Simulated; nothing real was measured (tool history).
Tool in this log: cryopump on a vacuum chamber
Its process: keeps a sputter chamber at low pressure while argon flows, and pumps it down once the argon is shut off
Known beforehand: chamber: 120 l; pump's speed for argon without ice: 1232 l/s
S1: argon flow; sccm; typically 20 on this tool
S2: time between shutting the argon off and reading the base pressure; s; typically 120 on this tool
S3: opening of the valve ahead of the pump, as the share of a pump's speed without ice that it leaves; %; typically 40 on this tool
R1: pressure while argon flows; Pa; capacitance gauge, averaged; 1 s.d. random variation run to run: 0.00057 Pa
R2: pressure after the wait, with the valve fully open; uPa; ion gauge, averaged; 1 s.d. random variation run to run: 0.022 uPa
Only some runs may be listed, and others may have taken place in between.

run,hour,S1,S2,S3,R1,R2
1,0.0,20,120,40,0.0760,3.31
# hour 31.2: leaking fittings of the chamber tightened, without venting
2,61.7,20,120,40,0.0771,0.70
3,166.8,20,120,40,0.0785,0.76
4,236.0,20,96,40,0.0786,0.96
5,295.7,9,120,40,0.0360,0.91
6,365.1,9,22,40,0.0359,2.63
7,414.6,9,22,40,0.0366,2.71
# hour 468.5: pump warmed up, emptied and cooled again
8,526.3,9,22,40,0.0313,2.68
9,606.5,20,120,40,0.0699,0.96
10,664.7,20,120,40,0.0705,0.97
11,763.7,26,120,40,0.0932,1.09
12,823.7,26,120,40,0.0913,1.11
13,882.8,20,120,40,0.0717,1.14
14,979.6,20,112,40,0.0726,1.23
15,1048.2,20,112,40,0.0742,1.31
16,1126.0,20,120,40,0.0736,1.35
17,1233.2,20,120,40,0.0753,1.45
18,1300.8,20,200,57,0.0554,1.41
19,1374.7,12,200,57,0.0341,1.44
20,1479.4,12,200,57,0.0342,1.52
21,1566.6,18,49,40,0.0697,2.31
22,1670.6,18,49,40,0.0721,2.40
23,1725.0,18,49,40,0.0723,2.56
24,1821.4,18,49,40,0.0730,2.72
# hour 1841.1: pump warmed up, emptied and cooled again
25,1938.0,18,49,40,0.0639,2.14
26,2042.4,20,120,24,0.1172,1.76
27,2130.3,20,120,24,0.1177,1.80
28,2188.6,20,113,30,0.0953,1.90
29,2255.1,9,113,30,0.0434,2.02
30,2356.7,13,26,40,0.0478,3.44
31,2434.4,20,49,23,0.1245,2.78
32,2538.4,20,49,23,0.1250,2.78
33,2637.8,20,49,23,0.1264,2.87
34,2722.0,20,49,23,0.1263,3.01

Subtracting, for every run, the result it would have given without the tool's unlogged condition from the measured result gives the following. The same run-to-run variation enters both numbers; the gauge's scatter may not:
What the log doesn't record here: pump's speed, % of a pump's without ice; cold plate's temperature, K; leak into the chamber, uPa l/s; drift of the gauge itself on working_pa, %; drift of the gauge itself on base_upa, %.
run,R1,R2
1,+0.0074,+2.72
2,+0.0081,+0.10
3,+0.0093,+0.18
4,+0.0099,+0.24
5,+0.0048,+0.29
6,+0.0052,+0.35
7,+0.0054,+0.40
8,+0.0005,+0.28
9,+0.0017,+0.33
10,+0.0021,+0.37
11,+0.0036,+0.43
12,+0.0041,+0.48
13,+0.0037,+0.53
14,+0.0045,+0.61
15,+0.0050,+0.66
16,+0.0057,+0.72
17,+0.0066,+0.84
18,+0.0073,+0.91
19,+0.0049,+0.96
20,+0.0056,+1.07
21,+0.0092,+1.15
22,+0.0104,+1.27
23,+0.0109,+1.38
24,+0.0120,+1.52
25,+0.0013,+1.02
26,+0.0021,+1.12
27,+0.0028,+1.19
28,+0.0033,+1.27
29,+0.0017,+1.35
30,+0.0030,+1.44
31,+0.0053,+1.56
32,+0.0061,+1.63
33,+0.0071,+1.74
34,+0.0079,+1.84
